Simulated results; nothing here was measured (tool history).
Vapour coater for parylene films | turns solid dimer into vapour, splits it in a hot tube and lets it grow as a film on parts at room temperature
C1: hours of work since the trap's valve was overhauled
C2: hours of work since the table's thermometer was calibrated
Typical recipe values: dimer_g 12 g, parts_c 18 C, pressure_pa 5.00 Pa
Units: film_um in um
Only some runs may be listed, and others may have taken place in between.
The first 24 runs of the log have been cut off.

{"run": 25, "day": 11.9, "dimer_g": 18, "parts_c": 15, "pressure_pa": 5.0, "C1": 231, "C2": 471, "film_um": 4.19}
{"run": 26, "day": 12.317, "dimer_g": 9, "parts_c": 22, "pressure_pa": 7.03, "C1": 237, "C2": 477, "film_um": 1.59}
{"run": 27, "day": 12.842, "dimer_g": 7, "parts_c": 21, "pressure_pa": 4.07, "C1": 244, "C2": 485, "film_um": 1.42}
{"run": 28, "day": 13.15, "dimer_g": 12, "parts_c": 11, "pressure_pa": 4.09, "C1": 249, "C2": 489, "film_um": 3.24}
{"run": 29, "day": 13.521, "dimer_g": 12, "parts_c": 11, "pressure_pa": 4.09, "C1": 254, "C2": 495, "film_um": 3.23}
{"run": 30, "day": 14.108, "dimer_g": 16, "parts_c": 14, "pressure_pa": 7.68, "C1": 262, "C2": 503, "film_um": 3.5}
{"run": 31, "day": 14.679, "dimer_g": 16, "parts_c": 14, "pressure_pa": 7.68, "C1": 270, "C2": 511, "film_um": 3.46}
{"run": 32, "day": 15.158, "dimer_g": 16, "parts_c": 12, "pressure_pa": 7.68, "C1": 277, "C2": 518, "film_um": 3.68}
{"run": 33, "day": 15.608, "dimer_g": 5, "parts_c": 11, "pressure_pa": 5.0, "C1": 284, "C2": 524, "film_um": 1.29}
{"run": 34, "day": 16.212, "dimer_g": 12, "parts_c": 11, "pressure_pa": 5.91, "C1": 292, "C2": 533, "film_um": 2.96}
{"run": 35, "day": 16.679, "dimer_g": 8, "parts_c": 30, "pressure_pa": 2.22, "C1": 299, "C2": 540, "film_um": 1.41}
{"run": 36, "day": 17.25, "dimer_g": 19, "parts_c": 19, "pressure_pa": 5.49, "C1": 307, "C2": 548, "film_um": 3.84}
{"run": 37, "day": 17.95, "dimer_g": 6, "parts_c": 19, "pressure_pa": 11.96, "C1": 317, "C2": 558, "film_um": 1.02}
{"run": 38, "day": 18.442, "dimer_g": 12, "parts_c": 24, "pressure_pa": 2.89, "C1": 324, "C2": 565, "film_um": 2.36}
{"run": 39, "day": 19.054, "dimer_g": 12, "parts_c": 24, "pressure_pa": 2.89, "C1": 333, "C2": 574, "film_um": 2.38}
{"run": 40, "day": 19.375, "dimer_g": 6, "parts_c": 24, "pressure_pa": 9.15, "C1": 338, "C2": 578, "film_um": 0.93}
{"run": 41, "day": 19.908, "dimer_g": 5, "parts_c": 28, "pressure_pa": 5.0, "C1": 345, "C2": 586, "film_um": 0.78}
{"run": 42, "day": 20.267, "dimer_g": 19, "parts_c": 15, "pressure_pa": 3.72, "C1": 350, "C2": 591, "film_um": 4.62}
{"run": 43, "day": 20.954, "dimer_g": 10, "parts_c": 21, "pressure_pa": 5.81, "C1": 360, "C2": 601, "film_um": 1.89}
{"run": 44, "day": 21.521, "dimer_g": 10, "parts_c": 21, "pressure_pa": 5.81, "C1": 368, "C2": 609, "film_um": 1.88}
{"run": 45, "day": 21.962, "dimer_g": 8, "parts_c": 18, "pressure_pa": 5.0, "C1": 375, "C2": 615, "film_um": 1.67}
{"run": 46, "day": 22.633, "dimer_g": 8, "parts_c": 18, "pressure_pa": 5.0, "C1": 384, "C2": 625, "film_um": 1.67}
{"run": 47, "day": 23.067, "dimer_g": 8, "parts_c": 18, "pressure_pa": 5.0, "C1": 390, "C2": 631, "film_um": 1.66}

Alternative continuations, all from the tool just after run 47; predict every row:
{"run": "A", "day": 23.367, "dimer_g": 6, "parts_c": 14, "pressure_pa": 5.0, "C1": 395, "C2": 635, "film_um": "?"}
{"run": "B", "day": 23.367, "dimer_g": 12, "parts_c": 25, "pressure_pa": 5.0, "C1": 395, "C2": 635, "film_um": "?"}
{"run": "C", "day": 23.367, "dimer_g": 12, "parts_c": 23, "pressure_pa": 9.35, "C1": 395, "C2": 635, "film_um": "?"}
{"run": "D", "day": 23.367, "dimer_g": 16, "parts_c": 10, "pressure_pa": 3.27, "C1": 395, "C2": 635, "film_um": "?"}

run=A film_um=1.38
run=B film_um=2.02
run=C film_um=1.91
run=D film_um=4.38
With the hidden condition removed and each run's random variation left untouched, the same runs would have given:
run=A film_um=1.48
run=B film_um=2.17
run=C film_um=2.04
run=D film_um=4.71

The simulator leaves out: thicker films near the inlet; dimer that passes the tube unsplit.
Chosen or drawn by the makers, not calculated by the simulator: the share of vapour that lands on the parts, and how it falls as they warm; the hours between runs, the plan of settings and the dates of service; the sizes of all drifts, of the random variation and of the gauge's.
